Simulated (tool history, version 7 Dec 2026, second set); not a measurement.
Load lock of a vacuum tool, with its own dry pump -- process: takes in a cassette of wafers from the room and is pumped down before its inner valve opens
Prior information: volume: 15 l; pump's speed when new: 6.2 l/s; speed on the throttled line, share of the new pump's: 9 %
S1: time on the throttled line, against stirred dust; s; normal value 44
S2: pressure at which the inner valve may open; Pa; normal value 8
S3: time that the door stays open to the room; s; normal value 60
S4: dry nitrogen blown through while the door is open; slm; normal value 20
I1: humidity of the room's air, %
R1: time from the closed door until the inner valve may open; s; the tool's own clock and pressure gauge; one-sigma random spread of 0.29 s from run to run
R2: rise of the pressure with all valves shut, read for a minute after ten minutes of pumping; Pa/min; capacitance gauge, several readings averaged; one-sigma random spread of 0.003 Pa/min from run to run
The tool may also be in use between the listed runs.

run,hour,S1,S2,S3,S4,I1,R1,R2
1,0,44,8,60,20,44.4,63.7,0.1
2,309.4,44,8,60,20,45.6,63,0.102
3,817.6,44,8,60,20,46.8,63.3,0.104
4,1105.1,44,8,60,20,46.3,63.6,0.113
5,1418.1,23,8,60,20,44.4,44.1,0.115
6,1867.6,52,8,60,20,45.8,70.5,0.117
7,2341.5,52,8,60,20,44,70.6,0.117
8,2592,44,8,60,38,47.1,63.9,0.113
9,3013,44,8,60,8,42.7,63.6,0.138
10,3483.3,44,8,60,8,46.9,63.7,0.134
11,4080.8,44,16,60,8,44.9,62.5,0.147
12,4503.3,44,16,60,8,42.5,61.8,0.145
13,4961,44,8,60,20,42.1,64.5,0.134
14,5371.8,44,8,57,20,44.5,64.2,0.139
15,5766.4,44,8,57,20,43.6,64.2,0.147
16,6307.5,44,8,60,20,40.4,64.9,0.149
17,6667.8,58,11,60,20,44.4,76,0.163
18,7022.8,58,11,60,20,45.4,76.1,0.165
19,7423,58,11,60,20,45.4,76.4,0.171
20,7713.8,44,14,60,20,42.9,62.9,0.167
21,8107,44,14,60,20,48.3,62.8,0.18
22,8535,44,8,60,30,43.4,64.8,0.171
23,8916.6,44,8,60,30,49.9,64.7,0.177
24,9188.2,44,8,60,30,44,65,0.18
25,9598.1,47,12,160,20,41.9,66.8,0.209
26,10188.4,47,7,58,20,46.7,68.5,0.197
27,10477.5,44,8,60,13,45,65.3,0.199
28,10798.9,44,8,60,13,46.3,65,0.203
29,11385.9,34,8,58,20,43.7,56.1,0.205
30,11777.8,54,8,75,10,47.1,74.4,0.224
31,12125.9,54,8,101,4,44.8,74.6,0.246

Below are 3 alternative next runs, each starting from the tool's condition after run 31. Predict each:
A,12466.1,76,8,191,31,45.1,?,?
B,12466.1,44,6,35,20,47.4,?,?
C,12466.1,50,12,101,8,45.8,?,?

run,R1,R2
A,94.4,0.238
B,66.8,0.213
C,70.1,0.242
Without the tool's unlogged condition, the same runs would have read:
run,R1,R2
A,92.3,0.054
B,64.2,0.028
C,67.9,0.06
